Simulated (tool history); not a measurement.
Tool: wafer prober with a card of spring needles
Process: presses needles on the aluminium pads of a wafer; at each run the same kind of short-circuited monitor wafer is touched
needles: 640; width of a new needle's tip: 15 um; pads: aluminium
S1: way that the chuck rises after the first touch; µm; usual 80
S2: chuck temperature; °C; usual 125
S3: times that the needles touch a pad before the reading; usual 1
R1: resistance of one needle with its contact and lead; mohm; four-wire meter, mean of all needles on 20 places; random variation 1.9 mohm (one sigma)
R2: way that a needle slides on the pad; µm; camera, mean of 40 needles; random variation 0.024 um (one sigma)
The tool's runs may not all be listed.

| run | day | S1 | S2 | S3 | R1 | R2 |
|---|---|---|---|---|---|---|
| 1 | 0 | 80 | 125 | 1 | 246 | 12.03 |
| 2 | 0.283 | 80 | 125 | 1 | 249 | 11.98 |
| 3 | 0.754 | 80 | 78 | 1 | 249 | 12 |
| 4 | 1.138 | 80 | 74 | 1 | 242 | 11.96 |
| 5 | 1.479 | 80 | 74 | 1 | 239 | 11.95 |
| 6 | 1.862 | 80 | 74 | 1 | 237 | 12 |
| 7 | 2.117 | 80 | 46 | 1 | 234 | 11.96 |
| 8 | 2.462 | 80 | 109 | 1 | 249 | 11.96 |
| 9 | 2.783 | 80 | 109 | 1 | 248 | 11.93 |
| 10 | 3.271 | 80 | 109 | 1 | 245 | 11.93 |
| 11 | 3.5 | 80 | 109 | 1 | 243 | 11.92 |
| 12 | 3.767 | 80 | 125 | 1 | 255 | 11.92 |
| 13 | 4.083 | 80 | 125 | 1 | 252 | 11.95 |
| 14 | 4.392 | 80 | 125 | 2 | 244 | 11.89 |
| 15 | 4.858 | 80 | 125 | 2 | 247 | 11.87 |
| 16 | 5.304 | 80 | 125 | 2 | 248 | 11.89 |
| 17 | 5.7 | 88 | 125 | 2 | 248 | 13.09 |
| 18 | 5.946 | 70 | 64 | 2 | 240 | 10.33 |
| 19 | 6.292 | 70 | 64 | 2 | 237 | 10.37 |
| 20 | 6.529 | 84 | 85 | 2 | 238 | 12.62 |
| 21 | 6.858 | 84 | 85 | 2 | 243 | 12.67 |
| 22 | 7.254 | 82 | 75 | 1 | 234 | 12.37 |
| 23 | 7.721 | 82 | 75 | 1 | 237 | 12.35 |
| 24 | 8.075 | 98 | 40 | 1 | 229 | 14.69 |
| 25 | 8.358 | 73 | 105 | 3 | 245 | 10.96 |
| 26 | 8.788 | 73 | 105 | 3 | 247 | 10.98 |
| 27 | 9.283 | 73 | 105 | 3 | 246 | 10.98 |
| 28 | 9.696 | 62 | 26 | 1 | 234 | 9.29 |
| 29 | 10.025 | 89 | 48 | 1 | 233 | 13.33 |
| 30 | 10.425 | 79 | 33 | 1 | 227 | 11.76 |
| 31 | 10.688 | 97 | 33 | 1 | 224 | 14.49 |
| 32 | 11.146 | 83 | 27 | 1 | 225 | 12.38 |

Not shown: 26 entries that the log had between the listed runs. Between which runs, and how does the tool's hidden state differ before and after?
Between runs 2 and 3: tips cleaned on abrasive film (day 0.392)
  debris on the tips, nm: 30.2 -> 60.3; way that the needles fall short of the set height, um: 0.28 -> 0.38; tips' diameter, um: 15.52 -> 15.62
  measured less the result without the state, R1: +6 -> +13 mohm; R2: -0.05 -> -0.06 µm
Between runs 3 and 4: tips cleaned on abrasive film (day 0.846)
  debris on the tips, nm: 60.3 -> 30.4; way that the needles fall short of the set height, um: 0.38 -> 0.47; tips' diameter, um: 15.62 -> 15.65
  measured less the result without the state, R1: +13 -> +7 mohm; R2: -0.06 -> -0.07 µm
Between runs 4 and 5: tips cleaned on abrasive film (day 1.308)
  debris on the tips, nm: 30.4 -> 17.9; way that the needles fall short of the set height, um: 0.47 -> 0.56; tips' diameter, um: 15.65 -> 15.69
  measured less the result without the state, R1: +7 -> +4 mohm; R2: -0.07 -> -0.09 µm
Between runs 5 and 6: tips cleaned on abrasive film (day 1.762)
  debris on the tips, nm: 17.9 -> 13.3; way that the needles fall short of the set height, um: 0.56 -> 0.62; tips' diameter, um: 15.69 -> 15.71
  measured less the result without the state, R1: +4 -> +3 mohm; R2: -0.09 -> -0.09 µm
Between runs 7 and 8: tips cleaned on abrasive film (day 2.204)
  debris on the tips, nm: 29.2 -> 25.1; way that the needles fall short of the set height, um: 0.62 -> 0.7; tips' diameter, um: 15.71 -> 15.74
  measured less the result without the state, R1: +7 -> +6 mohm; R2: -0.1 -> -0.1 µm
Between runs 8 and 9: tips cleaned on abrasive film (day 2.658)
  debris on the tips, nm: 25.1 -> 14.4; way that the needles fall short of the set height, um: 0.7 -> 0.76; tips' diameter, um: 15.74 -> 15.76
  measured less the result without the state, R1: +6 -> +4 mohm; R2: -0.1 -> -0.12 µm
Between runs 9 and 10: tips cleaned on abrasive film, once more (day 2.988)
  debris on the tips, nm: 14.4 -> 25.6; way that the needles fall short of the set height, um: 0.76 -> 0.82; tips' diameter, um: 15.76 -> 15.78
  measured less the result without the state, R1: +4 -> +6 mohm; R2: -0.12 -> -0.12 µm
Between runs 10 and 11: tips cleaned on abrasive film (day 3.446)
  debris on the tips, nm: 25.6 -> 9.6; way that the needles fall short of the set height, um: 0.82 -> 0.9; tips' diameter, um: 15.78 -> 15.8
  measured less the result without the state, R1: +6 -> +2 mohm; R2: -0.12 -> -0.14 µm
Between runs 12 and 13: tips cleaned on abrasive film (day 3.892)
  debris on the tips, nm: 28.7 -> 18.5; way that the needles fall short of the set height, um: 0.9 -> 0.97; tips' diameter, um: 15.8 -> 15.83
  measured less the result without the state, R1: +6 -> +5 mohm; R2: -0.14 -> -0.15 µm
Between runs 13 and 14: tips cleaned on abrasive film (day 4.358)
  debris on the tips, nm: 18.5 -> 7.1; way that the needles fall short of the set height, um: 0.97 -> 1.04; tips' diameter, um: 15.83 -> 15.85
  measured less the result without the state, R1: +5 -> +2 mohm; R2: -0.15 -> -0.16 µm
Between runs 14 and 15: tips cleaned on abrasive film (day 4.829)
  debris on the tips, nm: 7.1 -> 5.7; way that the needles fall short of the set height, um: 1.04 -> 1.13; tips' diameter, um: 15.85 -> 15.89
  measured less the result without the state, R1: +2 -> +1 mohm; R2: -0.16 -> -0.17 µm
Between runs 15 and 16: tips cleaned on abrasive film (day 5.283)
  debris on the tips, nm: 5.7 -> 4.2; way that the needles fall short of the set height, um: 1.13 -> 1.2; tips' diameter, um: 15.89 -> 15.91
  measured less the result without the state, R1: +1 -> +1 mohm; R2: -0.17 -> -0.18 µm
Between runs 17 and 18: tips cleaned on abrasive film (day 5.738)
  debris on the tips, nm: 34.8 -> 22.8; way that the needles fall short of the set height, um: 1.2 -> 1.28; tips' diameter, um: 15.91 -> 15.94
  measured less the result without the state, R1: +4 -> +5 mohm; R2: -0.18 -> -0.19 µm
Between runs 18 and 19: tips cleaned on abrasive film (day 6.171)
  debris on the tips, nm: 22.8 -> 16.2; way that the needles fall short of the set height, um: 1.28 -> 1.35; tips' diameter, um: 15.94 -> 15.96
  measured less the result without the state, R1: +5 -> +3 mohm; R2: -0.19 -> -0.2 µm
Between runs 19 and 20: height of the first contact set anew (day 6.346)
  debris on the tips, nm: 16.2 -> 31.1; way that the needles fall short of the set height, um: 1.35 -> 0
  measured less the result without the state, R1: +3 -> +4 mohm; R2: -0.2 -> +0 µm
Between runs 20 and 21: tips cleaned on abrasive film (day 6.638)
  debris on the tips, nm: 31.1 -> 24; way that the needles fall short of the set height, um: 0 -> 0.07; tips' diameter, um: 15.96 -> 15.99
  measured less the result without the state, R1: +4 -> +4 mohm; R2: +0 -> -0.01 µm
Between runs 21 and 22: tips cleaned on abrasive film (day 7.104)
  debris on the tips, nm: 24 -> 16.8; way that the needles fall short of the set height, um: 0.07 -> 0.16; tips' diameter, um: 15.99 -> 16.02
  measured less the result without the state, R1: +4 -> +4 mohm; R2: -0.01 -> -0.02 µm
Between runs 22 and 23: tips cleaned on abrasive film (day 7.546)
  debris on the tips, nm: 16.8 -> 20.2; way that the needles fall short of the set height, um: 0.16 -> 0.24; tips' diameter, um: 16.02 -> 16.04
  measured less the result without the state, R1: +4 -> +5 mohm; R2: -0.02 -> -0.04 µm
Between runs 23 and 24: tips cleaned on abrasive film (day 7.992)
  debris on the tips, nm: 20.2 -> 11.3; way that the needles fall short of the set height, um: 0.24 -> 0.32; tips' diameter, um: 16.04 -> 16.07
  measured less the result without the state, R1: +5 -> +3 mohm; R2: -0.04 -> -0.05 µm
Between runs 25 and 26: tips cleaned on abrasive film (day 8.425)
  debris on the tips, nm: 33 -> 30.2; way that the needles fall short of the set height, um: 0.32 -> 0.42; tips' diameter, um: 16.07 -> 16.11
  measured less the result without the state, R1: +4 -> +3 mohm; R2: -0.05 -> -0.06 µm
Between runs 26 and 27: tips cleaned on abrasive film (day 8.896)
  debris on the tips, nm: 30.2 -> 32; way that the needles fall short of the set height, um: 0.42 -> 0.48; tips' diameter, um: 16.11 -> 16.13
  measured less the result without the state, R1: +3 -> +4 mohm; R2: -0.06 -> -0.07 µm
Between runs 27 and 28: tips cleaned on abrasive film (day 9.346)
  debris on the tips, nm: 32 -> 29.3; way that the needles fall short of the set height, um: 0.48 -> 0.57; tips' diameter, um: 16.13 -> 16.16
  measured less the result without the state, R1: +4 -> +12 mohm; R2: -0.07 -> -0.09 µm
Between runs 28 and 29: tips cleaned on abrasive film (day 9.788)
  debris on the tips, nm: 29.3 -> 23.8; way that the needles fall short of the set height, um: 0.57 -> 0.64; tips' diameter, um: 16.16 -> 16.19
  measured less the result without the state, R1: +12 -> +6 mohm; R2: -0.09 -> -0.1 µm
Between runs 29 and 30: tips cleaned on abrasive film (day 10.233)
  debris on the tips, nm: 23.8 -> 19.9; way that the needles fall short of the set height, um: 0.64 -> 0.72; tips' diameter, um: 16.19 -> 16.21
  measured less the result without the state, R1: +6 -> +5 mohm; R2: -0.1 -> -0.11 µm
Between runs 30 and 31: tips cleaned on abrasive film (day 10.688)
  debris on the tips, nm: 19.9 -> 3.1; way that the needles fall short of the set height, um: 0.72 -> 0.8; tips' diameter, um: 16.21 -> 16.24
  measured less the result without the state, R1: +5 -> +1 mohm; R2: -0.11 -> -0.12 µm
Between runs 31 and 32: tips cleaned on abrasive film (day 11.146)
  debris on the tips, nm: 3.1 -> 2.5; way that the needles fall short of the set height, um: 0.8 -> 0.87; tips' diameter, um: 16.24 -> 16.27
  measured less the result without the state, R1: +1 -> +1 mohm; R2: -0.12 -> -0.13 µm
